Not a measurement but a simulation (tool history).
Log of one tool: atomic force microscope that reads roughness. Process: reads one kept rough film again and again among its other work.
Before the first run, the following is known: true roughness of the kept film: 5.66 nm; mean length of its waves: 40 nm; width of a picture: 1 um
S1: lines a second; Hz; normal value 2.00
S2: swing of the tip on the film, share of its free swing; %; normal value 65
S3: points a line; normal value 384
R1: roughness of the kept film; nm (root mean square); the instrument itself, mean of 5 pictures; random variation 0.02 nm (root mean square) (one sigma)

run 1 hour=0.0 | S1=2.00 S2=65 S3=384 | R1=4.836
run 2 hour=66.9 | S1=2.00 S2=65 S3=384 | R1=4.818
run 3 hour=122.6 | S1=0.73 S2=65 S3=384 | R1=5.009
-- hour=158.5 new tip fitted
run 4 hour=179.7 | S1=0.73 S2=65 S3=384 | R1=4.995
run 5 hour=256.9 | S1=0.73 S2=65 S3=384 | R1=5.032
run 6 hour=308.5 | S1=0.73 S2=65 S3=384 | R1=5.044
-- hour=370.4 new tip fitted
run 7 hour=381.6 | S1=2.00 S2=65 S3=384 | R1=4.874
run 8 hour=419.5 | S1=2.00 S2=65 S3=384 | R1=4.844
run 9 hour=493.6 | S1=2.00 S2=65 S3=930 | R1=4.858
run 10 hour=544.5 | S1=2.00 S2=65 S3=930 | R1=4.876
-- hour=582.1 new tip fitted
run 11 hour=592.9 | S1=2.00 S2=65 S3=930 | R1=4.884
run 12 hour=648.1 | S1=2.00 S2=65 S3=930 | R1=4.848
run 13 hour=734.1 | S1=3.36 S2=74 S3=764 | R1=4.459
-- hour=792.7 new tip fitted
run 14 hour=819.9 | S1=0.79 S2=63 S3=792 | R1=5.084
run 15 hour=878.4 | S1=0.79 S2=68 S3=270 | R1=4.991
run 16 hour=916.0 | S1=0.79 S2=68 S3=270 | R1=4.982
run 17 hour=969.1 | S1=0.79 S2=68 S3=270 | R1=4.978
-- hour=1003.5 new tip fitted
run 18 hour=1034.4 | S1=1.70 S2=68 S3=354 | R1=4.880
-- hour=1081.3 height scale calibrated on a step standard
run 19 hour=1110.9 | S1=1.70 S2=61 S3=354 | R1=4.931
run 20 hour=1179.6 | S1=0.96 S2=61 S3=658 | R1=5.061

Here are 5 independent what-if runs from the current tool condition. What would each one return?
-- hour=1216.1 new tip fitted
run A hour=1246.5 | S1=3.21 S2=82 S3=889 | R1=?
-- hour=1216.1 new tip fitted
run B hour=1246.5 | S1=1.55 S2=65 S3=371 | R1=?
-- hour=1216.1 new tip fitted
run C hour=1246.5 | S1=1.82 S2=61 S3=658 | R1=?
-- hour=1216.1 new tip fitted
run D hour=1246.5 | S1=3.96 S2=61 S3=747 | R1=?
-- hour=1216.1 new tip fitted
run E hour=1246.5 | S1=3.00 S2=65 S3=277 | R1=?

run=A R1=4.166
run=B R1=4.905
run=C R1=4.919
run=D R1=4.689
run=E R1=4.725
With no hidden state in the tool, these same runs would have given:
run=A R1=4.168
run=B R1=4.907
run=C R1=4.921
run=D R1=4.690
run=E R1=4.727
